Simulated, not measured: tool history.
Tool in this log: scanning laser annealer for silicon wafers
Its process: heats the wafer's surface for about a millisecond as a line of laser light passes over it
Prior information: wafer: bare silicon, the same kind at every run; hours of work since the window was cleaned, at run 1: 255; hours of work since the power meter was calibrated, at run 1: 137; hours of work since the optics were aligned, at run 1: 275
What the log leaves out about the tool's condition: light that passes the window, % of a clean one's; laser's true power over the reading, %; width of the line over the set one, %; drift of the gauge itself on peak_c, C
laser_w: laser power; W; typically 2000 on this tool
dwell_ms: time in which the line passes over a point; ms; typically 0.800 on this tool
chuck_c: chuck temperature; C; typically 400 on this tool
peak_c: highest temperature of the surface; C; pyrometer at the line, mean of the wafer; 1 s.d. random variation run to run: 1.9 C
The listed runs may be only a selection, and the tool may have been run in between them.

run	day	laser_w	dwell_ms	chuck_c	hours of work since the window was cleaned	hours of work since the power meter was calibrated	hours of work since the optics were aligned	peak_c
1	0.000	2000	0.800	400	255	137	275	1165
2	0.567	1871	0.800	400	261	143	281	1114
3	1.238	1871	0.800	400	267	149	287	1115
4	1.708	2030	0.800	400	272	154	292	1177
5	2.479	2030	0.800	400	280	162	300	1176
6	3.133	2030	0.800	400	286	168	306	1178
7	3.775	2030	0.800	365	293	175	313	1143
8	4.700	2000	0.800	400	302	184	322	1165
9	5.362	2000	0.800	400	309	190	329	1167
10	5.854	2000	0.800	400	313	195	334	1164
11	6.283	2000	0.800	400	318	200	338	1164
12	6.988	2000	0.800	383	325	207	345	1148
13	7.433	2016	0.800	400	329	211	349	1172
14	8.058	2051	0.802	372	335	217	356	1160
15	8.821	2051	0.802	372	343	225	363	1157
16	9.404	2051	0.602	372	349	231	369	1045
17	9.892	1959	0.707	400	354	236	374	1100
18	10.662	1959	0.931	400	362	244	382	1210
19	11.146	2079	0.688	378	366	248	387	1111
20	11.971	2000	0.791	406	375	257	395	1167
21	12.896	2081	0.672	389	384	266	404	1116
22	13.688	2158	0.966	367	392	274	412	1279
23	14.238	2158	0.966	367	397	279	417	1275
24	15.158	2044	0.975	399	407	288	427	1265

Consider 3 possible next runs. They are alternatives, not a sequence: every one starts from the tool as it was left by run 24. What does each give?
A	16.075	2044	0.975	365	416	298	436	?
B	16.075	1940	0.854	378	416	298	436	?
C	16.075	1811	0.800	367	416	298	436	?

run	peak_c
A	1230
B	1142
C	1058
Take away the tool's hidden state, keep each run's random variation, and the runs would have read:
run	peak_c
A	1232
B	1143
C	1059

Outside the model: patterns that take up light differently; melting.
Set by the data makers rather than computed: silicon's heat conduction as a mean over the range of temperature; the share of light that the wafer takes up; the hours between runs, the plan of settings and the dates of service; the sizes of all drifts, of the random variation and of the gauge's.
